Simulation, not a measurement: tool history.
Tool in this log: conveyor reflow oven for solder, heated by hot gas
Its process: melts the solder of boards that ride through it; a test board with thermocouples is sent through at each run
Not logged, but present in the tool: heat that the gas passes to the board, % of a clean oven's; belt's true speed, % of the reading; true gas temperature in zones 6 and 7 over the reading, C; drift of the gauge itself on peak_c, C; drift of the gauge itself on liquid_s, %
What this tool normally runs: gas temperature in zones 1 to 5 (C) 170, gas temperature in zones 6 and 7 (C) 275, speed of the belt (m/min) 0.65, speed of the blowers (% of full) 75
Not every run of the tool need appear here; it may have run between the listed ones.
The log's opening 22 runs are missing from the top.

| run | hour | gas temperature in zones 1 to 5 (C) | gas temperature in zones 6 and 7 (C) | speed of the belt (m/min) | speed of the blowers (% of full) | hours of work since the flux was cleaned out | hours of work since the belt drive was overhauled | hours of work since the thermocouples were changed | highest temperature of the board (C) | time above the solder's melting point (s) |
|---|---|---|---|---|---|---|---|---|---|---|
| 23 | 897 | 176 | 284 | 0.647 | 75 | 104 | 691 | 739 | 270.1 | 58.4 |
| 24 | 926.9 | 183 | 284 | 0.647 | 70 | 121 | 709 | 756 | 270.6 | 61.4 |
| 25 | 981.4 | 183 | 284 | 0.647 | 70 | 153 | 741 | 788 | 270.1 | 61.6 |
| 26 | 1030.6 | 161 | 275 | 0.65 | 90 | 182 | 770 | 817 | 262.7 | 52.8 |
| 27 | 1059.5 | 155 | 266 | 0.746 | 62 | 199 | 787 | 834 | 243 | 32.4 |
| 28 | 1109.3 | 155 | 266 | 0.746 | 62 | 228 | 816 | 863 | 242.3 | 31 |
| 29 | 1135.1 | 155 | 266 | 0.746 | 62 | 243 | 831 | 879 | 242.8 | 31 |
| 30 | 1169.6 | 182 | 277 | 0.779 | 69 | 264 | 851 | 899 | 257.5 | 45.5 |

Here are 5 independent what-if runs from the current tool condition. What would each one return?
| A | 1208.1 | 170 | 275 | 0.599 | 59 | 286 | 874 | 921 | ? | ? |
| B | 1208.1 | 170 | 263 | 0.77 | 51 | 286 | 874 | 921 | ? | ? |
| C | 1208.1 | 183 | 277 | 0.779 | 86 | 286 | 874 | 921 | ? | ? |
| D | 1208.1 | 183 | 287 | 0.779 | 69 | 286 | 874 | 921 | ? | ? |
| E | 1208.1 | 182 | 270 | 0.583 | 69 | 286 | 874 | 921 | ? | ? |

| run | highest temperature of the board (C) | time above the solder's melting point (s) |
|---|---|---|
| A | 261.3 | 57.4 |
| B | 238.6 | 30.1 |
| C | 261 | 47.3 |
| D | 266.4 | 49.2 |
| E | 260.9 | 63.2 |
With no hidden state in the tool, these same runs would have given:
| run | highest temperature of the board (C) | time above the solder's melting point (s) |
|---|---|---|
| A | 259.4 | 55.1 |
| B | 237.1 | 28.2 |
| C | 259.6 | 45.7 |
| D | 265 | 47.5 |
| E | 259 | 60.9 |

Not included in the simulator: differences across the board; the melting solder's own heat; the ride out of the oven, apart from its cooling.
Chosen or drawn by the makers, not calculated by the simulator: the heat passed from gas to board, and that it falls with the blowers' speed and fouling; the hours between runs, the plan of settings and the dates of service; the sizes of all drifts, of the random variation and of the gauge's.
